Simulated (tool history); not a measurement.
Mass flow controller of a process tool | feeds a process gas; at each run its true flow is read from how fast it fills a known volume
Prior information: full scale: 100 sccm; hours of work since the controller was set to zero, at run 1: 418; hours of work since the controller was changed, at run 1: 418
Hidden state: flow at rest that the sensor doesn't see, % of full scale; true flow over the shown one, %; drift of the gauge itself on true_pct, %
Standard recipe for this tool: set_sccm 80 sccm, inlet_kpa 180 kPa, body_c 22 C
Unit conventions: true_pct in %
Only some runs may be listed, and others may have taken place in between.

run	hour	set_sccm	inlet_kpa	body_c	hours of work since the controller was set to zero	hours of work since the controller was changed	true_pct
1	0	80	180	22	418	418	99.46
2	109.3	80	180	23	489	489	99.69
3	233.9	80	180	23	570	570	99.78
4	354	80	180	22	648	648	99.86
5	476.3	80	180	22	727	727	99.92
6	565.3	80	180	22	785	785	99.92
7	646.5	80	180	22	838	838	99.97
8	714.7	80	180	22	882	882	100.01
9	804.1	80	180	22	940	940	100.09
10	920.6	19	180	22	1015	1015	99.21
11	999.4	19	180	22	1066	1066	99.51
12	1101.7	80	180	24	1133	1133	100.51
13	1217.7	43	227	36	1208	1208	100.96
14	1268.9	43	227	36	1241	1241	101
15	1334.4	11	141	36	1284	1284	101.13
# hour 1401.2: gauge calibrated
16	1411.2	11	141	36	1334	1334	100.29
17	1537.8	11	141	36	1416	1416	100.37
18	1636.8	47	165	21	1480	1480	99.12
19	1743.3	53	173	32	1549	1549	100.41
20	1853.2	65	180	27	1620	1620	100.17
21	1971.4	13	180	30	1697	1697	99.93
22	2054.7	18	210	22	1751	1751	98.99
23	2177.3	93	186	33	1831	1831	101.21

Difference, measured minus no-hidden-state, one row per run. Run-to-run variation is common to both terms; the gauge's own scatter need not be:
run	true_pct
1	+0
2	+0.07
3	+0.15
4	+0.23
5	+0.31
6	+0.37
7	+0.42
8	+0.46
9	+0.52
10	+0.59
11	+0.64
12	+0.72
13	+0.8
14	+0.83
15	+0.87
16	+0
17	+0.08
18	+0.15
19	+0.22
20	+0.29
21	+0.37
22	+0.42
23	+0.52
